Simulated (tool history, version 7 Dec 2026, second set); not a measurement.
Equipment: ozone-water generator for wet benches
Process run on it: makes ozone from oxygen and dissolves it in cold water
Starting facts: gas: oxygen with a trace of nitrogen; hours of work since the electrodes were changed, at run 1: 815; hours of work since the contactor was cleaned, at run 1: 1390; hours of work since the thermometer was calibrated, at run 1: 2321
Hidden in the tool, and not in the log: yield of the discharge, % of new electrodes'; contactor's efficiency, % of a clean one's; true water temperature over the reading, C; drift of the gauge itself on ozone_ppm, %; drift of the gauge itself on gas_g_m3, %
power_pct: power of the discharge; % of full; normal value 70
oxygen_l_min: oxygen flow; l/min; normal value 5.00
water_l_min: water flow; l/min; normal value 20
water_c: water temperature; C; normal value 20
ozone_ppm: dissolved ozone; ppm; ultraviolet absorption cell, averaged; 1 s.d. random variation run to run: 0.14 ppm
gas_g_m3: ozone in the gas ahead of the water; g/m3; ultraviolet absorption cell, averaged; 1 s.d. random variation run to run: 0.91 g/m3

run	hour	power_pct	oxygen_l_min	water_l_min	water_c	hours of work since the electrodes were changed	hours of work since the contactor was cleaned	hours of work since the thermometer was calibrated	ozone_ppm	gas_g_m3
1	0.0	70	5.00	20	20	815	1390	2321	16.1	149.4
2	12.6	70	5.00	24	20	824	1398	2329	13.8	150.1
3	42.1	70	5.00	24	20	843	1417	2348	13.9	150.6
4	55.2	70	5.00	24	20	851	1426	2357	13.6	150.3
5	68.0	70	5.00	17	20	860	1434	2365	18.1	148.9
6	85.3	89	5.00	20	20	871	1445	2376	18.4	169.4
7	112.5	89	5.00	20	20	889	1463	2394	18.3	170.8
8	142.4	70	5.00	20	20	908	1483	2414	16.0	149.4
9	172.6	70	5.00	20	20	928	1502	2433	16.0	149.6
10	185.3	70	5.00	20	20	936	1511	2442	16.2	148.6
11	212.7	70	5.00	20	20	954	1528	2460	16.1	149.9
12	227.9	70	5.00	20	20	964	1538	2469	15.9	148.6
13	247.1	69	5.00	20	20	977	1551	2482	15.8	146.5
14	260.9	69	5.00	20	20	986	1560	2491	16.0	149.1
15	287.4	69	5.00	20	20	1003	1577	2508	16.0	147.9
16	306.7	69	5.00	20	20	1015	1590	2521	15.9	149.0
17	319.6	84	5.00	13	22	1024	1598	2529	23.4	165.2
18	336.1	84	5.00	13	22	1035	1609	2540	23.3	165.4
19	361.8	84	8.11	13	23	1051	1626	2557	20.3	124.9
20	387.3	45	4.10	20	15	1068	1642	2573	13.6	131.6
21	410.5	45	4.10	20	15	1083	1658	2589	13.4	131.3
22	436.9	45	4.10	24	14	1100	1675	2606	11.7	132.8
23	452.3	72	3.65	13	14	1110	1685	2616	24.9	183.1
24	472.9	81	5.00	20	20	1124	1698	2629	17.4	161.9
25	489.7	81	5.00	20	20	1135	1709	2640	17.1	160.8
26	502.7	70	3.92	25	20	1143	1718	2649	13.1	171.4
27	526.8	98	3.92	29	15	1159	1733	2664	14.1	208.5
28	543.0	42	5.01	17	14	1170	1744	2675	14.9	112.2
29	564.8	70	4.66	20	20	1184	1758	2689	15.9	154.6
30	584.5	96	2.96	20	20	1197	1771	2702	18.7	242.1
31	614.4	96	6.80	20	20	1216	1791	2722	18.7	147.2
32	630.4	96	6.80	20	20	1227	1801	2732	18.5	147.5

Some steps in ozone_ppm between neighbouring runs. How much of each would the tool show without its hidden state too (settings, what came in, random variation), and how much is left for the hidden state, with any gauge scatter that isn't in both results?
Run 16 -> 17: power_pct 69 -> 84, water_l_min 20 -> 13, water_c 20 -> 22. ozone_ppm +7.5 ppm: hidden state -0.4, all else +7.9.
Run 19 -> 20: power_pct 84 -> 45, oxygen_l_min 8.11 -> 4.10, water_l_min 13 -> 20, water_c 23 -> 15. ozone_ppm -6.7 ppm: hidden state +0.3, all else -7.0.
Run 22 -> 23: power_pct 45 -> 72, oxygen_l_min 4.10 -> 3.65, water_l_min 24 -> 13. ozone_ppm +13.2 ppm: hidden state -0.7, all else +13.9.
Run 23 -> 24: power_pct 72 -> 81, oxygen_l_min 3.65 -> 5.00, water_l_min 13 -> 20, water_c 14 -> 20. ozone_ppm -7.5 ppm: hidden state +0.3, all else -7.8.
